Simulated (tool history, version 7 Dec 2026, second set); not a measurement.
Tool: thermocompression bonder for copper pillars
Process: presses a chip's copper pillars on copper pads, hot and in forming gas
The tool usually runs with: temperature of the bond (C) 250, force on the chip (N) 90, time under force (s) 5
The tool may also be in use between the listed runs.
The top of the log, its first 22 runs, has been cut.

run     day  temperature of the bond (C)  force on the chip (N)  time under force (s)  force that shears a chip off (N)
 23  26.388                          250                     90                     6                              44.5
 24  27.454                          250                     90                     6                              44.5
 25  28.567                          250                     90                     6                              43.4
 26  29.392                          250                     90                     6                                44
 27  30.246                          238                     63                     5                              25.4
     31.212  -- forming gas filter changed
 28  31.212                          238                     63                     5                              27.2
 29  32.262                          274                     61                     6                              51.3
 30  34.083                          274                     61                     6                              49.7
 31  35.662                          274                     61                     6                                50
 32  36.596                          261                    113                     4                              52.7
 33  37.971                          240                    117                     4                              38.3
 34  38.771                          240                    117                     4                                39
 35  40.208                          232                     60                     4                              19.8
 36  41.875                          230                     90                    13                              40.4
 37  43.008                          230                     56                     8                              23.7
 38  43.817                          230                     56                     4                              17.8
 39  45.112                          230                     56                     4                              17.7

What if the next run were any one of these 5? Each begins from the tool's condition after run 39:
  A  46.829                          245                    110                     5                                 ?
  B  46.829                          230                     90                    14                                 ?
  C  46.829                          230                     67                     4                                 ?
  D  46.829                          227                     56                     4                                 ?
  E  46.829                          242                     56                    12                                 ?

run  force that shears a chip off (N)
  A                                42
  B                              41.1
  C                              20.4
  D                              15.8
  E                              33.8
Without the tool's hidden state the same runs would have given:
run  force that shears a chip off (N)
  A                              49.3
  B                              48.6
  C                              25.1
  D                              19.8
  E                              40.4

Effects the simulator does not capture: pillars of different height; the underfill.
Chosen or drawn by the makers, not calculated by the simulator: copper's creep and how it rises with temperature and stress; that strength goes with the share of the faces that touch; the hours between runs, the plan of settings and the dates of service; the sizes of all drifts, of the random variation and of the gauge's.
